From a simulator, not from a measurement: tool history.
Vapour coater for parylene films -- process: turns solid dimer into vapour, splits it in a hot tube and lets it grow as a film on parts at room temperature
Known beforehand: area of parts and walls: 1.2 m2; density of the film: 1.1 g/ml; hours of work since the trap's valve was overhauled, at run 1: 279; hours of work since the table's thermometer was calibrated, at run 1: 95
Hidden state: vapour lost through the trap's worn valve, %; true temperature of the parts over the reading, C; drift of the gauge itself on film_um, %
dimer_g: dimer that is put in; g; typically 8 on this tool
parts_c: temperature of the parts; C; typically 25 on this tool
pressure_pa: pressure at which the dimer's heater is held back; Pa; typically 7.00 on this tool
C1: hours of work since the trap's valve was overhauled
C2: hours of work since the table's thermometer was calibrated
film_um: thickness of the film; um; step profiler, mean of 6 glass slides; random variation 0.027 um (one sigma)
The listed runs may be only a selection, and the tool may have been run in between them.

Run 1, hour 0.0: usual settings; C1 279; C2 95. Result: film_um 3.93 um.
Run 2, hour 8.7: usual settings; C1 287; C2 102. Result: film_um 3.91 um.
At hour 20.2: trap's valve overhauled.
Run 3, hour 31.5: usual settings; C1 10; C2 118. Result: film_um 4.31 um.
Run 4, hour 43.8: usual settings; C1 20; C2 129. Result: film_um 4.37 um.
Run 5, hour 52.7: usual settings; C1 28; C2 136. Result: film_um 4.32 um.
Run 6, hour 61.5: usual settings but parts_c 17 C; C1 35; C2 144. Result: film_um 5.13 um.
Run 7, hour 73.1: usual settings but parts_c 17 C; C1 45; C2 154. Result: film_um 5.05 um.
Run 8, hour 83.9: usual settings; C1 55; C2 163. Result: film_um 4.29 um.
Run 9, hour 98.3: usual settings; C1 67; C2 175. Result: film_um 4.27 um.
Run 10, hour 115.1: usual settings; C1 81; C2 190. Result: film_um 4.21 um.
Run 11, hour 128.3: usual settings but pressure_pa 6.88 Pa; C1 93; C2 201. Result: film_um 4.26 um.
Run 12, hour 136.9: usual settings but pressure_pa 6.88 Pa; C1 100; C2 209. Result: film_um 4.26 um.
Run 13, hour 146.1: usual settings; C1 108; C2 217. Result: film_um 4.23 um.
Run 14, hour 154.6: usual settings but dimer_g 6 g, parts_c 27 C, pressure_pa 4.18 Pa; C1 115; C2 224. Result: film_um 3.21 um.
Run 15, hour 165.4: usual settings but dimer_g 10 g, parts_c 27 C, pressure_pa 4.22 Pa; C1 125; C2 233. Result: film_um 5.30 um.
Run 16, hour 176.7: usual settings but parts_c 35 C, pressure_pa 5.55 Pa; C1 134; C2 243. Result: film_um 3.51 um.
Run 17, hour 185.2: usual settings but parts_c 20 C, pressure_pa 2.15 Pa; C1 142; C2 250. Result: film_um 5.17 um.
Run 18, hour 203.1: usual settings but dimer_g 5 g, parts_c 20 C, pressure_pa 11.85 Pa; C1 157; C2 265. Result: film_um 2.73 um.
Run 19, hour 211.2: usual settings but dimer_g 10 g, parts_c 24 C; C1 164; C2 272. Result: film_um 5.34 um.
Run 20, hour 220.6: usual settings but dimer_g 10 g, parts_c 24 C; C1 172; C2 281. Result: film_um 5.29 um.
Run 21, hour 235.0: usual settings but parts_c 22 C, pressure_pa 10.24 Pa; C1 184; C2 293. Result: film_um 4.22 um.
Run 22, hour 248.3: usual settings but parts_c 22 C, pressure_pa 10.24 Pa; C1 196; C2 304. Result: film_um 4.21 um.
Run 23, hour 263.1: usual settings but parts_c 22 C, pressure_pa 10.24 Pa; C1 209; C2 317. Result: film_um 4.17 um.
Run 24, hour 280.0: usual settings but dimer_g 4 g, parts_c 20 C; C1 223; C2 331. Result: film_um 2.22 um.
Run 25, hour 293.8: usual settings but dimer_g 4 g, parts_c 20 C; C1 235; C2 343. Result: film_um 2.23 um.

What if the next run were any one of these 5? Each begins from the tool's condition after run 25:
Run A, hour 305.1: usual settings but dimer_g 12 g, parts_c 22 C, pressure_pa 2.86 Pa; C1 245; C2 353. Result: film_um ?.
Run B, hour 305.1: usual settings but dimer_g 14 g, parts_c 27 C, pressure_pa 9.24 Pa; C1 245; C2 353. Result: film_um ?.
Run C, hour 305.1: usual settings but dimer_g 13 g, parts_c 22 C, pressure_pa 5.08 Pa; C1 245; C2 353. Result: film_um ?.
Run D, hour 305.1: usual settings but dimer_g 9 g; C1 245; C2 353. Result: film_um ?.
Run E, hour 305.1: usual settings but dimer_g 4 g, parts_c 30 C; C1 245; C2 353. Result: film_um ?.

run  film_um
  A     6.97
  B     6.66
  C     7.12
  D     4.51
  E     1.82
What these runs would have given with no unlogged condition in the tool:
run  film_um
  A     7.59
  B     7.24
  C     7.75
  D     4.91
  E     1.98
